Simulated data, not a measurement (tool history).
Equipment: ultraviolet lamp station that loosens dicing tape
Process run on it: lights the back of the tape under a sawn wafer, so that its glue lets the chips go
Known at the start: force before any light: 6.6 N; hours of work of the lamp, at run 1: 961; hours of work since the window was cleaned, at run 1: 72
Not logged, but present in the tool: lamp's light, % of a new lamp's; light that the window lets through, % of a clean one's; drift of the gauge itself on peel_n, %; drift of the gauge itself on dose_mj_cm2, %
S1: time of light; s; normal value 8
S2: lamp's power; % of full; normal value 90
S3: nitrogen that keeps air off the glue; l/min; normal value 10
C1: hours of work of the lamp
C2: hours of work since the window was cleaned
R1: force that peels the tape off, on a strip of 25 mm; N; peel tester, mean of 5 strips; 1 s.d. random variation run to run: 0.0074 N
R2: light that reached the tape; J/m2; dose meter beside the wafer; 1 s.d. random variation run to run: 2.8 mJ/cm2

| run | hour | S1 | S2 | S3 | C1 | C2 | R1 | R2 |
|---|---|---|---|---|---|---|---|---|
| 1 | 0 | 8 | 90 | 10 | 961 | 72 | 0.363 | 3090 |
| 2 | 40.9 | 8 | 90 | 10 | 990 | 101 | 0.382 | 3080 |
| 3 | 119.2 | 8 | 90 | 10 | 1045 | 156 | 0.39 | 3000 |
| 4 | 177.2 | 8 | 90 | 6 | 1085 | 196 | 0.531 | 2890 |
| 5 | 232.4 | 8 | 90 | 10 | 1124 | 235 | 0.418 | 2880 |
| 6 | 292.4 | 8 | 90 | 4 | 1166 | 277 | 0.711 | 2810 |
|  | 356.7 | window cleaned of glue's vapour |
| 7 | 373.7 | 8 | 90 | 3 | 1223 | 12 | 0.954 | 2620 |
| 8 | 472.1 | 8 | 90 | 3 | 1292 | 81 | 1.001 | 2510 |
| 9 | 522.2 | 8 | 90 | 4 | 1327 | 116 | 0.891 | 2460 |
| 10 | 606.7 | 8 | 90 | 4 | 1386 | 175 | 0.913 | 2380 |
| 11 | 683.1 | 8 | 90 | 4 | 1439 | 229 | 0.984 | 2350 |
| 12 | 757.2 | 8 | 90 | 10 | 1491 | 280 | 0.633 | 2350 |
|  | 813 | window cleaned of glue's vapour |
| 13 | 822.5 | 8 | 90 | 3 | 1537 | 7 | 0.911 | 2700 |
|  | 869.5 | window cleaned of glue's vapour, once more |
| 14 | 870 | 8 | 90 | 3 | 1570 | 0 | 0.923 | 2760 |
| 15 | 945.9 | 13 | 90 | 10 | 1623 | 54 | 0.233 | 4280 |
| 16 | 992 | 13 | 90 | 10 | 1655 | 86 | 0.241 | 4210 |
|  | 1035.2 | lamp changed |
| 17 | 1080.4 | 4 | 62 | 3 | 32 | 147 | 2.494 | 1250 |
| 18 | 1168.3 | 4 | 62 | 3 | 93 | 209 | 2.625 | 1230 |

Expected results for the next run?
| 19 | 1213.9 | 5 | 92 | 6 | 125 | 241 | ? | ? |

R1: 0.88 N
R2: 2220 J/m2
With no hidden state in the tool, this same run would have given R1 0.745 N, R2 2440 J/m2.
